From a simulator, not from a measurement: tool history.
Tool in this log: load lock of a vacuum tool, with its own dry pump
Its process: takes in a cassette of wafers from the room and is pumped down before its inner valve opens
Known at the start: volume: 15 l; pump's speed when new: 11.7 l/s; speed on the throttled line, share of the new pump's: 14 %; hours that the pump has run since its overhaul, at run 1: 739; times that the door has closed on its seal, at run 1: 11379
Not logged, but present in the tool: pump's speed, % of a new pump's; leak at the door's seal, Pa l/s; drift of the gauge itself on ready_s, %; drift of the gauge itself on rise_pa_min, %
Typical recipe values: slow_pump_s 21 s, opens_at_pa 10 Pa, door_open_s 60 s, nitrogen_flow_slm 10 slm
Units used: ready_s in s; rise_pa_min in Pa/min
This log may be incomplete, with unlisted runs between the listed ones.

run      day  slow_pump_s  opens_at_pa  door_open_s  nitrogen_flow_slm  hours that the pump has run since its overhaul  times that the door has closed on its seal  incoming humidity of the room's air, %  ready_s  rise_pa_min
  1    0.000           21           10           60                 10                                             739                                       11379                                    48.8     29.9        0.087
  2    6.358           21           10           60                 10                                             891                                       11911                                    44.9     29.8        0.085
  3   12.079           21           17           60                 10                                            1029                                       12389                                    45.9     29.2        0.076
  4   16.542           21           14           60                 10                                            1136                                       12763                                    43.2     29.4        0.074
  5   22.988           19           10           60                 10                                            1290                                       13303                                    45.7     28.3        0.084
  6   26.296           19           10           60                 10                                            1370                                       13579                                    45.6     28.1        0.075
  7   33.071           19           10           60                 10                                            1532                                       14146                                    45.2     28.4        0.078
  8   36.054           21           10          114                 10                                            1604                                       14396                                    45.7     29.9        0.120
  9   39.542           21           10          114                 10                                            1688                                       14688                                    43.4     29.8        0.118
 10   46.096           21           10          114                 10                                            1845                                       15236                                    44.2     30.0        0.126
 11   51.542           21           10           60                 10                                            1976                                       15692                                    42.1     29.9        0.070
 12   58.321           21           10           60                 10                                            2138                                       16260                                    48.4     29.8        0.076
 13   64.833           21           10           60                 10                                            2295                                       16804                                    47.3     29.8        0.080
 14   71.888           21           10           60                 10                                            2464                                       17395                                    46.6     30.1        0.077
 15   76.146           21            9           60                  9                                            2566                                       17751                                    44.9     29.9        0.083
 16   81.988           21            9           60                  9                                            2706                                       18240                                    43.1     30.0        0.084
 17   87.950           21           17           35                  6                                            2849                                       18739                                    45.0     29.3        0.060
 18   95.079           21           12           60                 37                                            3021                                       19336                                    44.8     29.6        0.051
 19  101.817           21           12           60                 37                                            3182                                       19900                                    45.9     29.6        0.051
 20  105.600           21           12           60                 37                                            3273                                       20216                                    45.2     29.7        0.049
 21  110.058           21           12           60                 37                                            3380                                       20590                                    47.4     29.6        0.055
 22  115.025           39           16           60                 37                                            3499                                       21005                                    44.9     44.8        0.053
 23  120.746           39           16           60                 37                                            3637                                       21484                                    44.3     44.6        0.055
 24  124.554           39           16           60                 37                                            3728                                       21803                                    47.0     44.8        0.057
 25  129.392           24           17           60                 37                                            3844                                       22207                                    39.5     32.0        0.045
 26  134.533           24           17          157                 37                                            3968                                       22638                                    42.6     32.1        0.095
 27  138.579           24           17          157                 37                                            4065                                       22976                                    44.1     32.0        0.093

Alternative continuations, all from the tool just after run 27; predict every row:
  A  145.354           22           10          112                 10                                            4227                                       23543                                    42.9        ?            ?
  B  145.354           27           10           60                 10                                            4227                                       23543                                    41.6        ?            ?
  C  145.354           21           10           62                 10                                            4227                                       23543                                    44.6        ?            ?
  D  145.354           27           10           60                 12                                            4227                                       23543                                    45.5        ?            ?
  E  145.354           10           17          157                 37                                            4227                                       23543                                    43.1        ?            ?

run  ready_s  rise_pa_min
  A     30.8        0.116
  B     35.2        0.070
  C     30.0        0.078
  D     35.1        0.078
  E     19.9        0.093
Stripped of hidden state, with their random variation kept, the same runs would have yielded:
run  ready_s  rise_pa_min
  A     30.8        0.116
  B     35.2        0.069
  C     30.0        0.077
  D     35.1        0.077
  E     19.9        0.093
